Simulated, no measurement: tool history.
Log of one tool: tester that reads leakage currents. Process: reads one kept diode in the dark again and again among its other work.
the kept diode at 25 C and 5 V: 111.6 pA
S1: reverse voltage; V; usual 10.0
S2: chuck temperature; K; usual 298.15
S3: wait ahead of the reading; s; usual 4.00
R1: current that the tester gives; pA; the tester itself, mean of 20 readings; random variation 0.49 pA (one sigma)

run,day,S1,S2,S3,R1
1,0.000,10.0,298.15,4.00,183.40
2,3.217,10.0,298.15,4.00,183.42
3,7.596,10.0,298.15,4.00,185.11
4,11.683,10.0,298.15,4.00,186.47
5,14.433,10.0,298.15,4.00,187.53
6,18.912,10.0,298.15,4.00,189.48
7,25.196,10.0,298.15,4.00,191.22
# day 28.908: chuck's temperature calibrated
8,30.892,10.0,298.15,4.00,176.10
9,37.542,10.0,298.15,4.00,179.46
10,40.412,4.4,298.15,4.00,113.35
11,44.567,4.4,298.15,4.00,113.91
12,47.525,4.4,298.15,4.00,114.56
13,54.142,10.0,298.15,4.00,185.50
14,59.950,2.7,298.15,4.00,88.73
15,63.962,2.7,298.15,4.00,89.43
16,69.221,10.0,298.15,4.00,191.40
17,73.146,10.0,298.15,4.00,193.17
18,79.383,10.0,298.15,4.00,196.30
# day 85.050: probe card cleaned and baked
19,85.446,10.0,298.15,4.00,172.45
20,89.246,10.0,298.15,4.00,174.67
21,94.721,10.0,298.15,4.00,176.30
22,97.617,4.9,298.15,4.00,120.08
23,102.171,4.9,298.15,4.00,121.95
24,108.833,2.8,298.15,2.36,90.75
25,113.358,2.8,298.15,2.36,91.05
26,118.229,2.8,298.15,2.36,92.01
27,124.579,2.4,306.15,4.00,173.93
28,128.850,1.4,328.15,0.58,784.22
# day 130.567: chuck's temperature calibrated
29,134.775,3.0,319.15,0.85,543.24
30,140.512,3.0,319.15,0.85,544.87
31,145.583,10.0,333.15,0.44,3123.88
32,151.467,17.7,309.15,4.00,641.20
33,154.888,10.0,310.15,4.00,510.30
34,158.196,10.0,310.15,4.00,511.69
35,163.729,4.0,298.15,4.00,111.22
36,167.733,1.2,298.15,1.29,57.23
37,173.288,4.1,322.15,1.29,848.99
38,178.896,4.1,322.15,1.29,854.35
39,183.396,4.1,322.15,4.10,860.58
40,186.521,4.1,322.15,4.10,861.01

3 ways to go on from here, each from the tool as it stands after run 40. What would each give?
A,190.700,6.4,325.15,0.38,?
B,190.700,10.0,302.15,4.00,?
C,190.700,1.0,298.15,5.42,?

run,R1
A,1393.91
B,276.23
C,53.51
Without the tool's hidden state the same runs would have given:
run,R1
A,1281.18
B,234.14
C,47.18
